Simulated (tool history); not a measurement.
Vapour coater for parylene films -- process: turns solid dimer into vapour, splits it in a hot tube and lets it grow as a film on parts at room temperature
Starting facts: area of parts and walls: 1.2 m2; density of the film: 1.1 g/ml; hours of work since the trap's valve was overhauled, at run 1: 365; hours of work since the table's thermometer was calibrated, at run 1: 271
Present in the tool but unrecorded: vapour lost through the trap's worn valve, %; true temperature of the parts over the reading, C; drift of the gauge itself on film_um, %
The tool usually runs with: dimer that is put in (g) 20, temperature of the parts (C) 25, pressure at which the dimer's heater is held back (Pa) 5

run	hour	dimer that is put in (g)	temperature of the parts (C)	pressure at which the dimer's heater is held back (Pa)	hours of work since the trap's valve was overhauled	hours of work since the table's thermometer was calibrated	thickness of the film (um)
1	0	20	25	5	365	271	7.37
2	41.8	20	35	5	385	291	6.05
3	73.8	20	35	5	401	306	6.15
4	108.2	21	25	5	418	323	7.69
5	140.7	10	25	5	433	339	3.58
# hour 155.5: trap's valve overhauled
6	175.2	20	25	5	10	353	7.95
7	219.4	20	25	5	31	375	7.79
8	285.8	20	25	5	63	407	7.8
9	347.4	20	25	5	93	437	7.73
10	390	20	25	5	113	457	7.87
11	450.5	20	25	5	143	486	7.78
12	487.6	20	25	5	160	504	7.71
13	554.9	20	25	5	193	537	7.57
14	589	13	25	7.05	210	553	4.59
15	626.2	13	24	2.48	227	571	5.88
16	660.1	10	30	10.98	244	588	2.89
17	697.5	10	30	10.98	262	606	2.84
18	759.5	13	30	10.98	292	636	3.71
19	817.3	13	30	3.29	320	664	4.88
20	871.5	13	30	3.29	346	690	4.88
21	906.7	11	25	11.88	363	707	3.3
22	949.5	14	27	4.69	384	728	4.99
23	998.3	14	27	4.69	407	751	4.9
# hour 1066.6: trap's valve overhauled
24	1066.6	22	27	4.69	0	782	8.67
25	1131.3	22	33	2.66	31	813	8.79
26	1169	32	26	6.1	49	832	11.84

Here are 5 independent what-if runs from the current tool condition. What would each one return?
A	1207.5	10	20	7.32	68	850	?
B	1207.5	21	25	5	68	850	?
C	1207.5	16	35	4.96	68	850	?
D	1207.5	32	19	3.8	68	850	?
E	1207.5	32	26	4.42	68	850	?

run	thickness of the film (um)
A	3.98
B	8.26
C	5.39
D	14.61
E	12.66
With no hidden state in the tool, these same runs would have given:
run	thickness of the film (um)
A	4.02
B	8.33
C	5.44
D	14.74
E	12.77
